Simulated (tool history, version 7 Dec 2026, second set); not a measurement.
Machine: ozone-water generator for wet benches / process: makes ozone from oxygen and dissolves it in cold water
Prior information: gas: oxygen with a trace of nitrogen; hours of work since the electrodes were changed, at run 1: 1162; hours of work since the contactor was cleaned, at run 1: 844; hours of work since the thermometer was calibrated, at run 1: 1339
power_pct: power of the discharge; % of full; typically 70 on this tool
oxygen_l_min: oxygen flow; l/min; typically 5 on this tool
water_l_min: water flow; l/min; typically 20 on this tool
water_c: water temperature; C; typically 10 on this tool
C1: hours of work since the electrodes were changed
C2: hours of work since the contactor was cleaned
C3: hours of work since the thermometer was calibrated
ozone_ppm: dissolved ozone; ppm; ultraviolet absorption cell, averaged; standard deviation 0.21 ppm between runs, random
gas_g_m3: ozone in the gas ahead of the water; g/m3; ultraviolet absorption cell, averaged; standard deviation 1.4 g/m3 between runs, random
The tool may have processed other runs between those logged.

{"run": 1, "hour": 0.0, "power_pct": 70, "oxygen_l_min": 5, "water_l_min": 20, "water_c": 10, "C1": 1162, "C2": 844, "C3": 1339, "ozone_ppm": 28.8, "gas_g_m3": 235.3}
{"run": 2, "hour": 165.9, "power_pct": 70, "oxygen_l_min": 5, "water_l_min": 20, "water_c": 10, "C1": 1283, "C2": 965, "C3": 1460, "ozone_ppm": 28.3, "gas_g_m3": 235.2}
{"run": 3, "hour": 268.3, "power_pct": 70, "oxygen_l_min": 5, "water_l_min": 20, "water_c": 5, "C1": 1358, "C2": 1040, "C3": 1534, "ozone_ppm": 30.1, "gas_g_m3": 233.5}
{"run": 4, "hour": 347.7, "power_pct": 70, "oxygen_l_min": 5, "water_l_min": 20, "water_c": 5, "C1": 1416, "C2": 1097, "C3": 1592, "ozone_ppm": 29.9, "gas_g_m3": 233.7}
{"run": 5, "hour": 523.6, "power_pct": 70, "oxygen_l_min": 5, "water_l_min": 20, "water_c": 5, "C1": 1544, "C2": 1226, "C3": 1721, "ozone_ppm": 29.8, "gas_g_m3": 231.7}
{"run": 6, "hour": 623.5, "power_pct": 70, "oxygen_l_min": 5, "water_l_min": 31, "water_c": 5, "C1": 1617, "C2": 1299, "C3": 1794, "ozone_ppm": 20.7, "gas_g_m3": 230.6}
{"run": 7, "hour": 722.9, "power_pct": 70, "oxygen_l_min": 5, "water_l_min": 20, "water_c": 6, "C1": 1690, "C2": 1371, "C3": 1866, "ozone_ppm": 29.1, "gas_g_m3": 230.5}
{"run": 8, "hour": 809.4, "power_pct": 70, "oxygen_l_min": 5, "water_l_min": 20, "water_c": 6, "C1": 1753, "C2": 1434, "C3": 1929, "ozone_ppm": 28.8, "gas_g_m3": 229.6}
{"run": 9, "hour": 981.0, "power_pct": 70, "oxygen_l_min": 5, "water_l_min": 20, "water_c": 6, "C1": 1878, "C2": 1559, "C3": 2054, "ozone_ppm": 28.4, "gas_g_m3": 227.8}
{"run": 10, "hour": 1108.8, "power_pct": 70, "oxygen_l_min": 5, "water_l_min": 20, "water_c": 6, "C1": 1971, "C2": 1653, "C3": 2148, "ozone_ppm": 28.7, "gas_g_m3": 226.3}
{"run": 11, "hour": 1269.8, "power_pct": 70, "oxygen_l_min": 5, "water_l_min": 20, "water_c": 6, "C1": 2089, "C2": 1770, "C3": 2265, "ozone_ppm": 28.4, "gas_g_m3": 223.2}
{"hour": 1283.1, "done": "contactor cleaned"}
{"run": 12, "hour": 1389.5, "power_pct": 70, "oxygen_l_min": 5, "water_l_min": 20, "water_c": 6, "C1": 2173, "C2": 78, "C3": 2349, "ozone_ppm": 27.6, "gas_g_m3": 221.6}
{"run": 13, "hour": 1563.0, "power_pct": 70, "oxygen_l_min": 5, "water_l_min": 20, "water_c": 10, "C1": 2300, "C2": 204, "C3": 2476, "ozone_ppm": 25.9, "gas_g_m3": 220.4}
{"run": 14, "hour": 1673.1, "power_pct": 70, "oxygen_l_min": 5, "water_l_min": 20, "water_c": 10, "C1": 2380, "C2": 285, "C3": 2556, "ozone_ppm": 26.2, "gas_g_m3": 220.1}
{"run": 15, "hour": 1807.1, "power_pct": 70, "oxygen_l_min": 5, "water_l_min": 20, "water_c": 10, "C1": 2478, "C2": 382, "C3": 2654, "ozone_ppm": 25.8, "gas_g_m3": 220.2}
{"hour": 1872.0, "done": "contactor cleaned, once more"}
{"run": 16, "hour": 1924.6, "power_pct": 70, "oxygen_l_min": 5, "water_l_min": 20, "water_c": 10, "C1": 2560, "C2": 38, "C3": 2737, "ozone_ppm": 26.5, "gas_g_m3": 215.9}
{"run": 17, "hour": 2051.1, "power_pct": 80, "oxygen_l_min": 5, "water_l_min": 20, "water_c": 10, "C1": 2653, "C2": 131, "C3": 2829, "ozone_ppm": 28.1, "gas_g_m3": 229.5}
{"run": 18, "hour": 2231.6, "power_pct": 80, "oxygen_l_min": 5, "water_l_min": 20, "water_c": 10, "C1": 2784, "C2": 262, "C3": 2961, "ozone_ppm": 27.4, "gas_g_m3": 225.5}
{"hour": 2269.6, "done": "water thermometer calibrated"}
{"run": 19, "hour": 2347.5, "power_pct": 100, "oxygen_l_min": 8.84, "water_l_min": 19, "water_c": 8, "C1": 2869, "C2": 347, "C3": 57, "ozone_ppm": 34.8, "gas_g_m3": 193.9}
{"run": 20, "hour": 2439.8, "power_pct": 100, "oxygen_l_min": 8.84, "water_l_min": 19, "water_c": 8, "C1": 2936, "C2": 414, "C3": 124, "ozone_ppm": 34.7, "gas_g_m3": 191.9}
{"run": 21, "hour": 2592.9, "power_pct": 70, "oxygen_l_min": 5, "water_l_min": 23, "water_c": 8, "C1": 3048, "C2": 526, "C3": 236, "ozone_ppm": 23.5, "gas_g_m3": 210.7}
{"run": 22, "hour": 2735.5, "power_pct": 70, "oxygen_l_min": 5, "water_l_min": 23, "water_c": 8, "C1": 3152, "C2": 630, "C3": 340, "ozone_ppm": 23.4, "gas_g_m3": 208.1}
{"run": 23, "hour": 2869.3, "power_pct": 63, "oxygen_l_min": 5, "water_l_min": 20, "water_c": 10, "C1": 3249, "C2": 727, "C3": 438, "ozone_ppm": 24.2, "gas_g_m3": 197.9}
{"run": 24, "hour": 2961.8, "power_pct": 42, "oxygen_l_min": 5, "water_l_min": 14, "water_c": 6, "C1": 3317, "C2": 795, "C3": 505, "ozone_ppm": 27.6, "gas_g_m3": 165.2}
{"run": 25, "hour": 3133.7, "power_pct": 46, "oxygen_l_min": 3.98, "water_l_min": 27, "water_c": 7, "C1": 3442, "C2": 920, "C3": 630, "ozone_ppm": 15.8, "gas_g_m3": 188.9}
{"run": 26, "hour": 3300.9, "power_pct": 46, "oxygen_l_min": 3.98, "water_l_min": 27, "water_c": 7, "C1": 3564, "C2": 1042, "C3": 752, "ozone_ppm": 15.7, "gas_g_m3": 188.9}
{"run": 27, "hour": 3374.4, "power_pct": 70, "oxygen_l_min": 5, "water_l_min": 16, "water_c": 10, "C1": 3618, "C2": 1096, "C3": 806, "ozone_ppm": 28.7, "gas_g_m3": 202.1}
{"run": 28, "hour": 3529.4, "power_pct": 70, "oxygen_l_min": 5, "water_l_min": 16, "water_c": 10, "C1": 3731, "C2": 1209, "C3": 919, "ozone_ppm": 28.6, "gas_g_m3": 198.7}
{"run": 29, "hour": 3697.6, "power_pct": 70, "oxygen_l_min": 5, "water_l_min": 16, "water_c": 10, "C1": 3854, "C2": 1332, "C3": 1042, "ozone_ppm": 28.1, "gas_g_m3": 201.3}
{"run": 30, "hour": 3873.4, "power_pct": 70, "oxygen_l_min": 3.18, "water_l_min": 18, "water_c": 10, "C1": 3982, "C2": 1460, "C3": 1170, "ozone_ppm": 23.6, "gas_g_m3": 240.4}
{"run": 31, "hour": 3966.7, "power_pct": 70, "oxygen_l_min": 8.88, "water_l_min": 20, "water_c": 10, "C1": 4050, "C2": 1528, "C3": 1238, "ozone_ppm": 25.2, "gas_g_m3": 152.8}
{"run": 32, "hour": 4059.3, "power_pct": 50, "oxygen_l_min": 4.06, "water_l_min": 13, "water_c": 6, "C1": 4118, "C2": 1595, "C3": 1306, "ozone_ppm": 28.4, "gas_g_m3": 187.1}
{"run": 33, "hour": 4221.8, "power_pct": 50, "oxygen_l_min": 4.06, "water_l_min": 17, "water_c": 11, "C1": 4236, "C2": 1714, "C3": 1424, "ozone_ppm": 22.1, "gas_g_m3": 185.5}
{"run": 34, "hour": 4338.9, "power_pct": 44, "oxygen_l_min": 4.82, "water_l_min": 20, "water_c": 9, "C1": 4322, "C2": 1799, "C3": 1510, "ozone_ppm": 19.2, "gas_g_m3": 161.9}

Pick out some run-to-run changes in ozone_ppm. Of each, how much would a tool without hidden state show as well, from the settings, what came in and chance, and how much is left for the hidden state and any gauge scatter not in both results compared?
Unlogged tool condition in this case: yield of the discharge, % of new electrodes'; contactor's efficiency, % of a clean one's; true water temperature over the reading, C; drift of the gauge itself on ozone_ppm, %; drift of the gauge itself on gas_g_m3, %.
Run 18 -> 19: power_pct 80 -> 100, oxygen_l_min 5 -> 8.84, water_l_min 20 -> 19, water_c 10 -> 8, water thermometer calibrated. ozone_ppm +7.4 ppm: hidden state -2.4, all else +9.8.
Run 20 -> 21: power_pct 100 -> 70, oxygen_l_min 8.84 -> 5, water_l_min 19 -> 23. ozone_ppm -11.2 ppm: hidden state +3.4, all else -14.6.
Run 24 -> 25: power_pct 42 -> 46, oxygen_l_min 5 -> 3.98, water_l_min 14 -> 27, water_c 6 -> 7. ozone_ppm -11.8 ppm: hidden state +1.7, all else -13.5.
Run 26 -> 27: power_pct 46 -> 70, oxygen_l_min 3.98 -> 5, water_l_min 27 -> 16, water_c 7 -> 10. ozone_ppm +13 ppm: hidden state -4.4, all else +17.4.
